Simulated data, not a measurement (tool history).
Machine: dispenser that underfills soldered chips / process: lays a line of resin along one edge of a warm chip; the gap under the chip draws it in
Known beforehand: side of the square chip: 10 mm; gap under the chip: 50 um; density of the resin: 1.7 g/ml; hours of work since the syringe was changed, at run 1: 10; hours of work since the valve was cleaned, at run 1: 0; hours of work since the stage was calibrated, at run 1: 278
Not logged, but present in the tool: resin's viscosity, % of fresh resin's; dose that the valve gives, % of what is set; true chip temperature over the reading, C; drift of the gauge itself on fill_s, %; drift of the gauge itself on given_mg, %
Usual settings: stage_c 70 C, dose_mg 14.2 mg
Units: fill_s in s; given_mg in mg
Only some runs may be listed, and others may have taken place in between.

run	day	stage_c	dose_mg	hours of work since the syringe was changed	hours of work since the valve was cleaned	hours of work since the stage was calibrated	fill_s	given_mg
1	0.000	70	14.2	10	0	278	170.7	14.23
# day 0.146: new syringe of resin
2	0.317	70	14.2	3	5	283	111.7	14.19
3	0.771	70	17.8	11	14	292	195.6	17.81
# day 0.842: new syringe of resin
4	1.138	70	17.8	5	20	298	129.3	17.69
5	1.408	70	17.8	10	25	303	176.2	17.70
# day 1.533: new syringe of resin
6	1.742	70	14.2	4	31	308	116.0	14.04
7	2.179	83	15.3	12	38	316	120.4	15.03
# day 2.217: new syringe of resin
# day 2.621: dispensing valve cleaned and set on the balance
8	2.696	83	15.3	8	1	325	91.6	15.30
# day 2.950: new syringe of resin
9	3.171	57	17.2	4	10	333	202.1	17.13
10	3.450	71	12.6	9	15	338	163.5	12.55
# day 3.625: new syringe of resin
11	3.788	63	12.6	3	20	344	148.5	12.51
12	4.012	63	12.6	7	24	348	198.7	12.46

Here are 4 independent what-if runs from the current tool condition. What would each one return?
A	4.221	61	12.7	11	28	352	?	?
B	4.221	73	18.1	11	28	352	?	?
C	4.221	63	15.8	11	28	352	?	?
D	4.221	70	13.9	11	28	352	?	?

run	fill_s	given_mg
A	274.9	12.51
B	160.0	17.87
C	246.0	15.60
D	185.8	13.75
Without the tool's unlogged condition, the same runs would have read:
run	fill_s	given_mg
A	147.2	12.67
B	85.1	18.09
C	131.8	15.79
D	99.3	13.92

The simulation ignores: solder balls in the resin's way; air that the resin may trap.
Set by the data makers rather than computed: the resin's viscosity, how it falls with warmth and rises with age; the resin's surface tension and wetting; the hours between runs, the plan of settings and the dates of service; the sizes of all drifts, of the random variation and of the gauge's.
